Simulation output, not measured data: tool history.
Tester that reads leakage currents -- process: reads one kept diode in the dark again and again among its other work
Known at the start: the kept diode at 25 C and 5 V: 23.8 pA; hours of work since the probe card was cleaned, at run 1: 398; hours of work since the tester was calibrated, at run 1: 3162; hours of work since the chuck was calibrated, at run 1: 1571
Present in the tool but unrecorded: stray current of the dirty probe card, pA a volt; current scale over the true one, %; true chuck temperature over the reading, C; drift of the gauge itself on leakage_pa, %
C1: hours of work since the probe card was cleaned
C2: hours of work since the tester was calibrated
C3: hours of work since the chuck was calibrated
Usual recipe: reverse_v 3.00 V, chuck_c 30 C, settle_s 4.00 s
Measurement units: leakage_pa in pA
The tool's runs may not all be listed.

run 1 hour=0.0 | reverse_v=3.00 chuck_c=30 settle_s=4.00 | C1=398 C2=3162 C3=1571 | leakage_pa=30.08
run 2 hour=128.8 | reverse_v=3.00 chuck_c=30 settle_s=4.00 | C1=469 C2=3232 C3=1641 | leakage_pa=30.34
run 3 hour=273.3 | reverse_v=3.00 chuck_c=30 settle_s=4.00 | C1=547 C2=3310 C3=1719 | leakage_pa=30.77
run 4 hour=508.2 | reverse_v=3.00 chuck_c=46 settle_s=4.00 | C1=675 C2=3438 C3=1847 | leakage_pa=88.98
run 5 hour=715.1 | reverse_v=3.00 chuck_c=46 settle_s=7.93 | C1=787 C2=3551 C3=1960 | leakage_pa=89.81
run 6 hour=893.7 | reverse_v=3.00 chuck_c=30 settle_s=4.00 | C1=885 C2=3648 C3=2057 | leakage_pa=32.36
-- hour=1043.4 chuck's temperature calibrated
run 7 hour=1045.6 | reverse_v=3.00 chuck_c=30 settle_s=4.00 | C1=966 C2=3729 C3=1 | leakage_pa=29.61
run 8 hour=1198.1 | reverse_v=3.00 chuck_c=30 settle_s=4.00 | C1=1049 C2=3812 C3=84 | leakage_pa=30.05
run 9 hour=1319.9 | reverse_v=3.00 chuck_c=30 settle_s=4.00 | C1=1115 C2=3879 C3=150 | leakage_pa=30.11
run 10 hour=1504.1 | reverse_v=3.00 chuck_c=30 settle_s=4.00 | C1=1215 C2=3979 C3=251 | leakage_pa=30.68
run 11 hour=1701.5 | reverse_v=3.00 chuck_c=50 settle_s=4.00 | C1=1323 C2=4086 C3=358 | leakage_pa=108.98
run 12 hour=1851.8 | reverse_v=3.00 chuck_c=50 settle_s=4.00 | C1=1405 C2=4168 C3=440 | leakage_pa=109.06
run 13 hour=1971.0 | reverse_v=3.00 chuck_c=50 settle_s=4.00 | C1=1469 C2=4233 C3=504 | leakage_pa=109.52
run 14 hour=2103.6 | reverse_v=3.00 chuck_c=50 settle_s=4.00 | C1=1542 C2=4305 C3=577 | leakage_pa=110.35
run 15 hour=2249.6 | reverse_v=3.00 chuck_c=50 settle_s=4.00 | C1=1621 C2=4384 C3=656 | leakage_pa=111.19
run 16 hour=2352.5 | reverse_v=3.00 chuck_c=30 settle_s=4.00 | C1=1677 C2=4440 C3=712 | leakage_pa=33.09
run 17 hour=2492.1 | reverse_v=3.00 chuck_c=30 settle_s=4.00 | C1=1753 C2=4516 C3=788 | leakage_pa=33.35
run 18 hour=2683.4 | reverse_v=3.00 chuck_c=30 settle_s=4.00 | C1=1857 C2=4620 C3=892 | leakage_pa=33.76
-- hour=2749.6 probe card cleaned and baked
run 19 hour=2885.2 | reverse_v=3.00 chuck_c=30 settle_s=4.00 | C1=74 C2=4728 C3=1000 | leakage_pa=28.25
run 20 hour=2991.0 | reverse_v=3.00 chuck_c=30 settle_s=4.00 | C1=131 C2=4786 C3=1058 | leakage_pa=28.34
run 21 hour=3202.6 | reverse_v=2.99 chuck_c=30 settle_s=4.00 | C1=246 C2=4901 C3=1173 | leakage_pa=29.01
run 22 hour=3345.6 | reverse_v=3.00 chuck_c=53 settle_s=8.63 | C1=324 C2=4979 C3=1250 | leakage_pa=133.06
-- hour=3358.6 tester calibrated
run 23 hour=3561.3 | reverse_v=5.31 chuck_c=53 settle_s=7.63 | C1=440 C2=110 C3=1367 | leakage_pa=186.00
run 24 hour=3722.9 | reverse_v=3.00 chuck_c=30 settle_s=8.31 | C1=528 C2=198 C3=1455 | leakage_pa=30.46
run 25 hour=3855.5 | reverse_v=3.00 chuck_c=30 settle_s=8.31 | C1=600 C2=270 C3=1527 | leakage_pa=30.76
run 26 hour=4027.4 | reverse_v=3.21 chuck_c=30 settle_s=4.00 | C1=694 C2=364 C3=1620 | leakage_pa=32.53
-- hour=4085.2 tester calibrated, once more
run 27 hour=4143.8 | reverse_v=1.13 chuck_c=22 settle_s=1.35 | C1=756 C2=32 C3=1682 | leakage_pa=10.21
run 28 hour=4333.5 | reverse_v=1.13 chuck_c=20 settle_s=1.35 | C1=859 C2=135 C3=1786 | leakage_pa=9.03
run 29 hour=4444.5 | reverse_v=1.19 chuck_c=27 settle_s=0.84 | C1=920 C2=195 C3=1846 | leakage_pa=15.20
run 30 hour=4574.8 | reverse_v=1.19 chuck_c=27 settle_s=0.84 | C1=991 C2=266 C3=1917 | leakage_pa=15.27
run 31 hour=4764.8 | reverse_v=1.19 chuck_c=27 settle_s=0.84 | C1=1094 C2=370 C3=2020 | leakage_pa=15.47
-- hour=4977.0 chuck's temperature calibrated
run 32 hour=5000.1 | reverse_v=3.00 chuck_c=32 settle_s=1.46 | C1=1221 C2=496 C3=13 | leakage_pa=34.45
run 33 hour=5175.7 | reverse_v=3.00 chuck_c=32 settle_s=1.46 | C1=1316 C2=592 C3=108 | leakage_pa=34.93
run 34 hour=5290.0 | reverse_v=3.63 chuck_c=30 settle_s=4.81 | C1=1378 C2=654 C3=170 | leakage_pa=34.84
run 35 hour=5420.5 | reverse_v=17.06 chuck_c=31 settle_s=4.00 | C1=1449 C2=725 C3=241 | leakage_pa=103.94
run 36 hour=5551.0 | reverse_v=1.96 chuck_c=30 settle_s=2.70 | C1=1520 C2=796 C3=312 | leakage_pa=23.98
run 37 hour=5698.3 | reverse_v=1.73 chuck_c=30 settle_s=4.00 | C1=1600 C2=876 C3=392 | leakage_pa=22.61
run 38 hour=5804.9 | reverse_v=10.73 chuck_c=35 settle_s=0.84 | C1=1658 C2=934 C3=450 | leakage_pa=100.77

Consider 4 possible next runs. They are alternatives, not a sequence: every one starts from the tool as it was left by run 38. What does each give?
run A hour=6038.3 | reverse_v=11.37 chuck_c=24 settle_s=0.80 | C1=1785 C2=1061 C3=577 | leakage_pa=?
run B hour=6038.3 | reverse_v=3.13 chuck_c=54 settle_s=3.50 | C1=1785 C2=1061 C3=577 | leakage_pa=?
run C hour=6038.3 | reverse_v=6.42 chuck_c=48 settle_s=3.91 | C1=1785 C2=1061 C3=577 | leakage_pa=?
run D hour=6038.3 | reverse_v=19.41 chuck_c=30 settle_s=1.70 | C1=1785 C2=1061 C3=577 | leakage_pa=?

run=A leakage_pa=62.07
run=B leakage_pa=143.05
run=C leakage_pa=154.37
run=D leakage_pa=118.69
With no hidden state in the tool, these same runs would have given:
run=A leakage_pa=38.52
run=B leakage_pa=132.51
run=C leakage_pa=137.03
run=D leakage_pa=77.61
